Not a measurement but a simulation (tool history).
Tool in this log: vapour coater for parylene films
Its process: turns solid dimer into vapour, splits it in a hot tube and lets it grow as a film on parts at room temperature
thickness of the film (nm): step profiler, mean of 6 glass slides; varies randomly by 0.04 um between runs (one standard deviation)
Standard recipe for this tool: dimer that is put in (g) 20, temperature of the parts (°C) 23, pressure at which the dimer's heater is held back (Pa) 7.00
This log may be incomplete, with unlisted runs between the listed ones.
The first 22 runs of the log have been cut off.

run    hour  dimer that is put in (g)  temperature of the parts (°C)  pressure at which the dimer's heater is held back (Pa)  hours of work since the trap's valve was overhauled  hours of work since the table's thermometer was calibrated  thickness of the film (nm)
 23  1049.0                        20                             23                                                    7.00                                                  374                                                         559                        4290
 24  1088.2                        20                             23                                                    7.00                                                  393                                                         578                        4270
 25  1138.0                         9                             23                                                    3.82                                                  418                                                         602                        2190
 26  1189.8                         9                             23                                                    3.82                                                  443                                                         627                        2160
 27  1225.2                        19                             18                                                    7.00                                                  460                                                         644                        5130
 28  1271.1                        19                             18                                                    7.00                                                  482                                                         666                        5140
 29  1303.5                        10                             18                                                    7.00                                                  498                                                         682                        2710
 30  1341.7                        10                             18                                                    7.00                                                  516                                                         701                        2760
 31  1376.5                        10                             18                                                    7.00                                                  533                                                         717                        2730
 32  1423.7                        10                             18                                                    7.00                                                  556                                                         740                        2830
 33  1450.4                        12                             19                                                    2.06                                                  569                                                         753                        3530
 34  1479.4                        12                             21                                                    3.57                                                  583                                                         767                        3210
 35  1535.2                        12                             21                                                    3.57                                                  610                                                         794                        3210
 36  1570.6                        33                             16                                                    5.41                                                  627                                                         811                        9680
     1601.0  -- trap's valve overhauled
 37  1611.3                        23                             20                                                    5.64                                                    5                                                         829                        5910
 38  1655.2                        11                             19                                                    7.00                                                   26                                                         850                        2810
 39  1709.9                        18                             33                                                    2.22                                                   53                                                         877                        2960
 40  1765.3                        18                             16                                                    2.22                                                   79                                                         904                        5340
 41  1824.4                        19                             25                                                    2.42                                                  108                                                         932                        4540
 42  1883.4                        10                             31                                                    7.77                                                  137                                                         961                        1450
 43  1925.4                        18                             15                                                    7.00                                                  157                                                         981                        5260
 44  1953.0                        26                             21                                                    7.00                                                  170                                                         995                        6160
 45  1997.4                        26                             21                                                    7.00                                                  192                                                        1016                        6130
 46  2060.3                        20                             17                                                    7.18                                                  222                                                        1046                        5720
 47  2090.7                        17                             29                                                    4.13                                                  237                                                        1061                        3020

Below are 3 alternative next runs, each starting from the tool's condition after run 47. Predict each:
  A  2145.6                        20                             20                                                    7.00                                                  264                                                        1088                           ?
  B  2145.6                        17                             24                                                    4.13                                                  264                                                        1088                           ?
  C  2145.6                        13                             29                                                    6.19                                                  264                                                        1088                           ?

run  thickness of the film (nm)
  A                        4970
  B                        3790
  C                        2130
Take away the tool's hidden state, keep each run's random variation, and the runs would have read:
run  thickness of the film (nm)
  A                        4980
  B                        3800
  C                        2130

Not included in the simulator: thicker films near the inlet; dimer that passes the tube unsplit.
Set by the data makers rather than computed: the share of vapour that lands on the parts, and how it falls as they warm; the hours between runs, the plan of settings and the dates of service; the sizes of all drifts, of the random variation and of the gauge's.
